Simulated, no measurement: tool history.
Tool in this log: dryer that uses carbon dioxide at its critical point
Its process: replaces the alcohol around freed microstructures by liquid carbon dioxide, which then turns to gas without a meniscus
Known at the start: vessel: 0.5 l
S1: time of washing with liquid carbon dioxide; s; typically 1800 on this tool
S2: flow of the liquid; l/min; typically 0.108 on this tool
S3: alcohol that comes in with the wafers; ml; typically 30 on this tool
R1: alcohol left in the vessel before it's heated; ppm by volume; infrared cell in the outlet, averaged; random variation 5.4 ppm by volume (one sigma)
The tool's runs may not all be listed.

{"run": 1, "hour": 0.0, "S1": 1800, "S2": 0.108, "S3": 30, "R1": 286}
{"run": 2, "hour": 23.7, "S1": 1800, "S2": 0.108, "S3": 30, "R1": 306}
{"run": 3, "hour": 45.3, "S1": 1800, "S2": 0.108, "S3": 30, "R1": 289}
{"run": 4, "hour": 61.7, "S1": 1800, "S2": 0.108, "S3": 30, "R1": 311}
{"run": 5, "hour": 92.1, "S1": 1800, "S2": 0.108, "S3": 30, "R1": 312}
{"run": 6, "hour": 117.7, "S1": 1800, "S2": 0.108, "S3": 30, "R1": 313}
{"run": 7, "hour": 132.2, "S1": 1800, "S2": 0.065, "S3": 30, "R1": 2118}
{"run": 8, "hour": 161.8, "S1": 2880, "S2": 0.065, "S3": 24, "R1": 331}
{"run": 9, "hour": 185.9, "S1": 2880, "S2": 0.065, "S3": 24, "R1": 336}
{"run": 10, "hour": 218.2, "S1": 1800, "S2": 0.105, "S3": 73, "R1": 821}
{"hour": 242.8, "done": "inlet filter changed"}
{"run": 11, "hour": 252.7, "S1": 1140, "S2": 0.108, "S3": 73, "R1": 3228}
{"run": 12, "hour": 287.0, "S1": 1140, "S2": 0.108, "S3": 73, "R1": 3201}
{"run": 13, "hour": 305.3, "S1": 1140, "S2": 0.108, "S3": 73, "R1": 3233}

Branching from run 13: 5 alternative next runs. What would each branch give?
{"run": "A", "hour": 339.2, "S1": 2040, "S2": 0.092, "S3": 29, "R1": "?"}
{"run": "B", "hour": 339.2, "S1": 1140, "S2": 0.108, "S3": 117, "R1": "?"}
{"run": "C", "hour": 339.2, "S1": 1260, "S2": 0.108, "S3": 57, "R1": "?"}
{"run": "D", "hour": 339.2, "S1": 1140, "S2": 0.074, "S3": 38, "R1": "?"}
{"run": "E", "hour": 339.2, "S1": 2460, "S2": 0.108, "S3": 73, "R1": "?"}

run=A R1=328
run=B R1=5281
run=C R1=1866
run=D R1=5591
run=E R1=184
With the hidden condition removed and each run's random variation left untouched, the same runs would have given:
run=A R1=171
run=B R1=4860
run=C R1=1619
run=D R1=5247
run=E R1=37
